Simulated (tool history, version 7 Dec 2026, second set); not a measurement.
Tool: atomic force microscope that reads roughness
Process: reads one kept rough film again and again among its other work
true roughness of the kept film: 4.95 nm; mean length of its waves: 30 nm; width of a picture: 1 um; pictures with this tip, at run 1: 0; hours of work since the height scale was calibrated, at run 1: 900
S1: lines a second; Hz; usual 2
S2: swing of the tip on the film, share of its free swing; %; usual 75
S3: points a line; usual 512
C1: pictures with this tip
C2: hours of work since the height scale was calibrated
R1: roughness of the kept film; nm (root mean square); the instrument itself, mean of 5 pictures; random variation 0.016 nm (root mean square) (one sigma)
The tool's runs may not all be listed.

{"run": 1, "hour": 0.0, "S1": 2, "S2": 75, "S3": 512, "C1": 0, "C2": 900, "R1": 3.728}
{"run": 2, "hour": 36.8, "S1": 2, "S2": 75, "S3": 512, "C1": 53, "C2": 924, "R1": 3.486}
{"run": 3, "hour": 83.5, "S1": 2, "S2": 75, "S3": 512, "C1": 121, "C2": 954, "R1": 3.163}
{"run": 4, "hour": 136.3, "S1": 2, "S2": 75, "S3": 512, "C1": 198, "C2": 988, "R1": 2.903}
{"run": 5, "hour": 159.6, "S1": 2, "S2": 75, "S3": 512, "C1": 232, "C2": 1004, "R1": 2.785}
{"run": 6, "hour": 190.6, "S1": 2, "S2": 75, "S3": 512, "C1": 277, "C2": 1024, "R1": 2.655}
{"run": 7, "hour": 214.4, "S1": 2, "S2": 75, "S3": 512, "C1": 312, "C2": 1039, "R1": 2.559}
{"hour": 229.3, "done": "new tip fitted"}
{"run": 8, "hour": 253.2, "S1": 2, "S2": 75, "S3": 512, "C1": 35, "C2": 1064, "R1": 3.54}
{"run": 9, "hour": 281.2, "S1": 2, "S2": 75, "S3": 512, "C1": 75, "C2": 1082, "R1": 3.386}
{"run": 10, "hour": 302.8, "S1": 2, "S2": 66, "S3": 512, "C1": 107, "C2": 1096, "R1": 3.41}
{"run": 11, "hour": 330.0, "S1": 2, "S2": 66, "S3": 512, "C1": 146, "C2": 1113, "R1": 3.236}
{"run": 12, "hour": 383.3, "S1": 2.55, "S2": 66, "S3": 512, "C1": 224, "C2": 1148, "R1": 2.904}
{"run": 13, "hour": 433.0, "S1": 1.81, "S2": 75, "S3": 512, "C1": 296, "C2": 1180, "R1": 2.628}
{"hour": 457.7, "done": "new tip fitted"}
{"run": 14, "hour": 481.2, "S1": 1.81, "S2": 75, "S3": 512, "C1": 34, "C2": 1211, "R1": 3.512}
{"run": 15, "hour": 502.9, "S1": 1.81, "S2": 75, "S3": 512, "C1": 65, "C2": 1225, "R1": 3.386}
{"run": 16, "hour": 551.7, "S1": 1.81, "S2": 75, "S3": 512, "C1": 136, "C2": 1256, "R1": 3.083}
{"run": 17, "hour": 604.8, "S1": 1.81, "S2": 75, "S3": 512, "C1": 214, "C2": 1290, "R1": 2.82}
{"run": 18, "hour": 643.9, "S1": 1.81, "S2": 75, "S3": 512, "C1": 271, "C2": 1316, "R1": 2.617}
{"hour": 689.8, "done": "new tip fitted"}
{"run": 19, "hour": 696.5, "S1": 1.81, "S2": 75, "S3": 512, "C1": 9, "C2": 1349, "R1": 3.712}
{"run": 20, "hour": 741.0, "S1": 0.69, "S2": 75, "S3": 512, "C1": 74, "C2": 1378, "R1": 3.609}
{"run": 21, "hour": 769.0, "S1": 0.69, "S2": 75, "S3": 512, "C1": 115, "C2": 1396, "R1": 3.437}
{"run": 22, "hour": 817.9, "S1": 0.69, "S2": 75, "S3": 512, "C1": 186, "C2": 1428, "R1": 3.136}
{"run": 23, "hour": 848.7, "S1": 0.57, "S2": 70, "S3": 325, "C1": 231, "C2": 1448, "R1": 3.022}
{"run": 24, "hour": 880.6, "S1": 0.57, "S2": 70, "S3": 325, "C1": 277, "C2": 1468, "R1": 2.88}
{"hour": 919.5, "done": "new tip fitted"}
{"run": 25, "hour": 919.5, "S1": 0.57, "S2": 61, "S3": 325, "C1": 0, "C2": 1493, "R1": 4.065}
{"run": 26, "hour": 958.5, "S1": 0.57, "S2": 61, "S3": 325, "C1": 57, "C2": 1518, "R1": 3.757}
{"run": 27, "hour": 993.0, "S1": 2.36, "S2": 55, "S3": 512, "C1": 107, "C2": 1541, "R1": 3.477}
{"run": 28, "hour": 1023.2, "S1": 0.78, "S2": 61, "S3": 353, "C1": 151, "C2": 1560, "R1": 3.341}
{"run": 29, "hour": 1063.4, "S1": 0.78, "S2": 61, "S3": 353, "C1": 210, "C2": 1586, "R1": 3.129}
{"run": 30, "hour": 1105.4, "S1": 0.78, "S2": 61, "S3": 353, "C1": 271, "C2": 1613, "R1": 2.95}
{"hour": 1109.3, "done": "height scale calibrated on a step standard"}
{"hour": 1151.5, "done": "new tip fitted"}
{"run": 31, "hour": 1152.9, "S1": 2.55, "S2": 62, "S3": 463, "C1": 2, "C2": 28, "R1": 3.914}
{"run": 32, "hour": 1176.2, "S1": 2.55, "S2": 62, "S3": 463, "C1": 36, "C2": 43, "R1": 3.673}
{"run": 33, "hour": 1209.6, "S1": 2.55, "S2": 62, "S3": 463, "C1": 85, "C2": 64, "R1": 3.44}
{"run": 34, "hour": 1256.8, "S1": 2.55, "S2": 62, "S3": 463, "C1": 153, "C2": 95, "R1": 3.196}
{"hour": 1260.9, "done": "height scale calibrated on a step standard, once more"}
{"run": 35, "hour": 1303.3, "S1": 2, "S2": 70, "S3": 552, "C1": 219, "C2": 27, "R1": 2.91}
{"run": 36, "hour": 1345.7, "S1": 3.25, "S2": 76, "S3": 409, "C1": 281, "C2": 55, "R1": 2.437}
{"hour": 1384.1, "done": "new tip fitted"}
{"run": 37, "hour": 1391.9, "S1": 1.34, "S2": 79, "S3": 270, "C1": 12, "C2": 84, "R1": 3.672}
{"run": 38, "hour": 1439.0, "S1": 2.41, "S2": 81, "S3": 710, "C1": 80, "C2": 115, "R1": 3.094}
{"run": 39, "hour": 1475.4, "S1": 2.41, "S2": 84, "S3": 710, "C1": 133, "C2": 138, "R1": 2.8}
{"run": 40, "hour": 1513.2, "S1": 3.08, "S2": 61, "S3": 451, "C1": 188, "C2": 163, "R1": 2.993}
{"run": 41, "hour": 1565.0, "S1": 3.08, "S2": 61, "S3": 451, "C1": 264, "C2": 196, "R1": 2.769}
{"run": 42, "hour": 1588.6, "S1": 0.78, "S2": 62, "S3": 313, "C1": 298, "C2": 211, "R1": 2.827}
{"hour": 1614.6, "done": "new tip fitted"}
{"run": 43, "hour": 1618.1, "S1": 2.95, "S2": 62, "S3": 545, "C1": 5, "C2": 230, "R1": 3.864}
{"run": 44, "hour": 1651.9, "S1": 2.95, "S2": 62, "S3": 545, "C1": 54, "C2": 252, "R1": 3.636}

5 ways to go on from here, each from the tool as it stands after run 44. What would each give?
{"run": "A", "hour": 1677.9, "S1": 0.89, "S2": 73, "S3": 852, "C1": 92, "C2": 269, "R1": "?"}
{"run": "B", "hour": 1677.9, "S1": 2.95, "S2": 60, "S3": 545, "C1": 92, "C2": 269, "R1": "?"}
{"run": "C", "hour": 1677.9, "S1": 2, "S2": 75, "S3": 730, "C1": 92, "C2": 269, "R1": "?"}
{"run": "D", "hour": 1677.9, "S1": 2.95, "S2": 73, "S3": 545, "C1": 92, "C2": 269, "R1": "?"}
{"run": "E", "hour": 1677.9, "S1": 0.67, "S2": 57, "S3": 512, "C1": 92, "C2": 269, "R1": "?"}

run=A R1=3.592
run=B R1=3.48
run=C R1=3.34
run=D R1=3.209
run=E R1=3.721
Without the tool's hidden state the same runs would have given:
run=A R1=4.083
run=B R1=3.955
run=C R1=3.796
run=D R1=3.647
run=E R1=4.229

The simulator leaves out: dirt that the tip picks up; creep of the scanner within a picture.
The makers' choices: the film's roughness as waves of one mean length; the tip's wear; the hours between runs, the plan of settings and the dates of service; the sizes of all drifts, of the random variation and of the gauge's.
